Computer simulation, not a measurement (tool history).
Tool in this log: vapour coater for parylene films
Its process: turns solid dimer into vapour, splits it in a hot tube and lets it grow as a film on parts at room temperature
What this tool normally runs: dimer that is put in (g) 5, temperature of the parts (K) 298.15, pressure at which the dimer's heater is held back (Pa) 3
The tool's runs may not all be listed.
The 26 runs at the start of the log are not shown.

| run | hour | dimer that is put in (g) | temperature of the parts (K) | pressure at which the dimer's heater is held back (Pa) | hours of work since the trap's valve was overhauled | hours of work since the table's thermometer was calibrated | thickness of the film (um) |
|---|---|---|---|---|---|---|---|
| 27 | 732.8 | 4 | 306.15 | 3.77 | 448 | 168 | 2.11 |
| 28 | 764.5 | 5 | 301.15 | 2.71 | 474 | 194 | 2.96 |
| 29 | 789.2 | 5 | 301.15 | 2.71 | 494 | 213 | 2.98 |
| 30 | 819 | 3 | 305.15 | 3.55 | 517 | 237 | 1.6 |
| 31 | 837.1 | 3 | 301.15 | 3 | 532 | 252 | 1.76 |
| 32 | 873.6 | 2 | 301.15 | 2.86 | 561 | 281 | 1.17 |
| 33 | 899.5 | 2 | 301.15 | 2.86 | 582 | 302 | 1.16 |
| 34 | 937.7 | 3 | 291.15 | 11.56 | 613 | 333 | 1.91 |
| 35 | 957.7 | 3 | 299.15 | 3.83 | 629 | 349 | 1.77 |
| 36 | 979.7 | 3 | 298.15 | 3.83 | 647 | 366 | 1.82 |
| 37 | 1003.2 | 5 | 308.15 | 3 | 665 | 385 | 2.45 |
|  | 1012.2 | trap's valve overhauled |
| 38 | 1026.8 | 5 | 308.15 | 3 | 12 | 401 | 2.8 |
| 39 | 1048.9 | 7 | 291.15 | 5.12 | 29 | 419 | 5.34 |
| 40 | 1074 | 7 | 309.15 | 9.27 | 50 | 439 | 3.5 |
| 41 | 1109.2 | 7 | 309.15 | 9.27 | 78 | 467 | 3.49 |
| 42 | 1140.9 | 7 | 292.15 | 3.56 | 103 | 493 | 5.29 |
| 43 | 1165.2 | 7 | 292.15 | 6.63 | 123 | 512 | 5.04 |
| 44 | 1201.1 | 7 | 292.15 | 6.63 | 152 | 541 | 5.03 |
| 45 | 1229.3 | 7 | 292.15 | 6.63 | 174 | 564 | 5.01 |
| 46 | 1261.1 | 7 | 292.15 | 6.63 | 200 | 589 | 4.95 |

Branching from run 46: 4 alternative next runs. What would each branch give?
| A | 1286.2 | 4 | 298.15 | 3 | 220 | 609 | ? |
| B | 1286.2 | 2 | 292.15 | 2.64 | 220 | 609 | ? |
| C | 1286.2 | 7 | 305.15 | 6.63 | 220 | 609 | ? |
| D | 1286.2 | 7 | 294.15 | 6.63 | 220 | 609 | ? |

| run | thickness of the film (um) |
|---|---|
| A | 2.67 |
| B | 1.53 |
| C | 3.79 |
| D | 4.7 |
The same runs, with their run-to-run variation unchanged, on a tool lacking any hidden condition would have given:
| run | thickness of the film (um) |
|---|---|
| A | 2.8 |
| B | 1.61 |
| C | 3.97 |
| D | 4.92 |
